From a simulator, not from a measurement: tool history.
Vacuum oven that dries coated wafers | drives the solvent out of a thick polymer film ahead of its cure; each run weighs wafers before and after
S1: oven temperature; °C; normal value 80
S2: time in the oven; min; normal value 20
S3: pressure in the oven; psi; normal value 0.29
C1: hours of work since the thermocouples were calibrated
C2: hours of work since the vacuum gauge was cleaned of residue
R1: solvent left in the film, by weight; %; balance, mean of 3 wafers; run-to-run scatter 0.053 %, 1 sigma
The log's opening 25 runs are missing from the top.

run   hour  S1  S2     S3    C1   C2    R1
 26  353.6  88  31  0.276  1171  444  0.98
 27  369.8  95  21  0.239  1181  454  0.98
 28  385.4  78  13  0.431  1191  464  5.47
 29  399.6  78  13  0.431  1200  473  5.43
 30  409.6  78  13  0.431  1206  479  5.39
 31  427.1  80  31  0.403  1217  490  2.21
 32    445  80  31  0.403  1229  501  2.24
 33  463.8  80  13  1.031  1240  513  6.58
 34  478.7  80  13  1.031  1250  522  6.75
 35  495.5  95  13  0.205  1260  533     2
 36  506.5  93  13  0.205  1267  540  2.28
 37  524.4  67  14  0.178  1278  551  6.55
 38  536.3  75  35  0.648  1286  558   3.7
 39  548.3  80  17  0.315  1293  566  3.67
 40  556.7  80  17  0.672  1299  571  4.67
 41  566.7  73  20  0.325  1305  578  4.39
 42  584.5  73  20  0.325  1316  589  4.53
 43  604.5  91  20   0.29  1329  601  1.39
 44  620.2  70  10   0.29  1339  611   7.7
 45  635.5  82  11  0.825  1348  621  6.15
 46  654.6  75  10  1.014  1360  633  8.41

Each row is a separate what-if for the run after 46, all from the same tool condition, not one after another. Results?
  A  667.7  67  32  1.014  1368  641   ?
  B  667.7  72  24  0.247  1368  641   ?
  C  667.7  80  20  0.213  1368  641   ?

run    R1
  A  7.76
  B  3.63
  C  2.65
With no hidden state in the tool, these same runs would have given:
run    R1
  A  8.34
  B  3.97
  C  2.94

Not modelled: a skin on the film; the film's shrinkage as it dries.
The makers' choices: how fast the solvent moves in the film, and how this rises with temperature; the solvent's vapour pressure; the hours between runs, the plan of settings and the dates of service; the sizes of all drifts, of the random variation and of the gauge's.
